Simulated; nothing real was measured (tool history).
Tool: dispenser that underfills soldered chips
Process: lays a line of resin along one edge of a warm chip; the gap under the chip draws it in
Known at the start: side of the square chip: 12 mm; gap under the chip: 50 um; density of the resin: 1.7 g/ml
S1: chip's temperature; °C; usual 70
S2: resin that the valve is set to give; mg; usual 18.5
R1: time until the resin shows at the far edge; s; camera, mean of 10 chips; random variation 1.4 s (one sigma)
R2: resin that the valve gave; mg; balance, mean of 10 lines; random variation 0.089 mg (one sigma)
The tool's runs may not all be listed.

{"run": 1, "hour": 0.0, "S1": 70, "S2": 18.5, "R1": 175.5, "R2": 18.39}
{"run": 2, "hour": 4.4, "S1": 70, "S2": 18.5, "R1": 188.2, "R2": 18.38}
{"hour": 5.3, "done": "new syringe of resin"}
{"run": 3, "hour": 8.6, "S1": 70, "S2": 18.5, "R1": 141.1, "R2": 18.21}
{"run": 4, "hour": 14.8, "S1": 70, "S2": 18.5, "R1": 159.7, "R2": 18.25}
{"run": 5, "hour": 19.0, "S1": 70, "S2": 18.5, "R1": 175.5, "R2": 18.15}
{"hour": 23.3, "done": "new syringe of resin"}
{"run": 6, "hour": 24.1, "S1": 70, "S2": 19.5, "R1": 132.6, "R2": 19.02}
{"run": 7, "hour": 28.3, "S1": 70, "S2": 19.5, "R1": 145.0, "R2": 18.82}
{"run": 8, "hour": 34.4, "S1": 70, "S2": 19.5, "R1": 166.2, "R2": 19.03}
{"run": 9, "hour": 40.3, "S1": 70, "S2": 19.5, "R1": 188.9, "R2": 18.93}
{"hour": 41.2, "done": "new syringe of resin"}
{"run": 10, "hour": 46.4, "S1": 70, "S2": 19.5, "R1": 144.3, "R2": 19.12}
{"run": 11, "hour": 52.8, "S1": 55, "S2": 18.5, "R1": 294.3, "R2": 17.77}
{"hour": 59.1, "done": "new syringe of resin"}
{"run": 12, "hour": 59.2, "S1": 55, "S2": 18.5, "R1": 235.1, "R2": 17.91}
{"run": 13, "hour": 64.3, "S1": 55, "S2": 18.5, "R1": 259.5, "R2": 17.73}
{"run": 14, "hour": 67.4, "S1": 55, "S2": 18.5, "R1": 273.8, "R2": 17.85}
{"run": 15, "hour": 70.9, "S1": 55, "S2": 18.5, "R1": 298.5, "R2": 17.72}
{"hour": 77.1, "done": "new syringe of resin"}
{"run": 16, "hour": 78.4, "S1": 55, "S2": 23.9, "R1": 234.2, "R2": 22.81}
{"run": 17, "hour": 82.2, "S1": 70, "S2": 18.5, "R1": 147.2, "R2": 17.64}
{"run": 18, "hour": 86.5, "S1": 70, "S2": 18.5, "R1": 161.9, "R2": 17.61}
{"run": 19, "hour": 90.6, "S1": 65, "S2": 19.1, "R1": 213.0, "R2": 18.13}
{"hour": 95.2, "done": "new syringe of resin"}
{"run": 20, "hour": 95.2, "S1": 65, "S2": 19.1, "R1": 158.3, "R2": 18.09}
{"run": 21, "hour": 99.3, "S1": 70, "S2": 24.0, "R1": 139.5, "R2": 22.8}
{"hour": 102.8, "done": "dispensing valve cleaned and set on the balance"}
{"run": 22, "hour": 105.0, "S1": 79, "S2": 22.1, "R1": 112.0, "R2": 22.07}
{"run": 23, "hour": 110.3, "S1": 59, "S2": 23.7, "R1": 257.4, "R2": 23.69}
{"hour": 114.5, "done": "new syringe of resin"}
{"run": 24, "hour": 114.8, "S1": 59, "S2": 20.4, "R1": 191.0, "R2": 20.39}
{"run": 25, "hour": 121.7, "S1": 59, "S2": 20.4, "R1": 219.0, "R2": 20.17}
{"run": 26, "hour": 126.1, "S1": 75, "S2": 18.0, "R1": 141.8, "R2": 17.76}
{"run": 27, "hour": 131.3, "S1": 59, "S2": 18.0, "R1": 280.9, "R2": 17.65}
{"hour": 132.3, "done": "new syringe of resin"}
{"run": 28, "hour": 135.1, "S1": 59, "S2": 18.0, "R1": 206.7, "R2": 17.84}
{"run": 29, "hour": 138.2, "S1": 71, "S2": 22.4, "R1": 137.6, "R2": 22.13}
{"run": 30, "hour": 142.8, "S1": 67, "S2": 18.5, "R1": 179.8, "R2": 18.13}
{"run": 31, "hour": 147.8, "S1": 67, "S2": 18.5, "R1": 198.9, "R2": 18.05}
{"hour": 150.7, "done": "new syringe of resin"}
{"run": 32, "hour": 151.1, "S1": 65, "S2": 17.1, "R1": 157.8, "R2": 16.83}
{"run": 33, "hour": 155.3, "S1": 70, "S2": 23.1, "R1": 139.1, "R2": 22.59}
{"run": 34, "hour": 158.7, "S1": 56, "S2": 22.1, "R1": 257.2, "R2": 21.57}
{"run": 35, "hour": 162.5, "S1": 67, "S2": 16.7, "R1": 186.6, "R2": 16.25}

5 ways to go on from here, each from the tool as it stands after run 35. What would each give?
{"run": "A", "hour": 168.0, "S1": 79, "S2": 18.5, "R1": "?", "R2": "?"}
{"run": "B", "hour": 168.0, "S1": 70, "S2": 16.8, "R1": "?", "R2": "?"}
{"run": "C", "hour": 168.0, "S1": 70, "S2": 20.4, "R1": "?", "R2": "?"}
{"run": "D", "hour": 168.0, "S1": 80, "S2": 16.0, "R1": "?", "R2": "?"}
{"run": "E", "hour": 168.0, "S1": 68, "S2": 18.5, "R1": "?", "R2": "?"}

run=A R1=135.1 R2=17.98
run=B R1=191.7 R2=16.35
run=C R1=182.9 R2=19.80
run=D R1=136.5 R2=15.57
run=E R1=197.8 R2=18.04
Without the tool's hidden state the same runs would have given:
run=A R1=98.8 R2=18.54
run=B R1=140.2 R2=16.86
run=C R1=134.6 R2=20.42
run=D R1=99.4 R2=16.05
run=E R1=145.3 R2=18.60
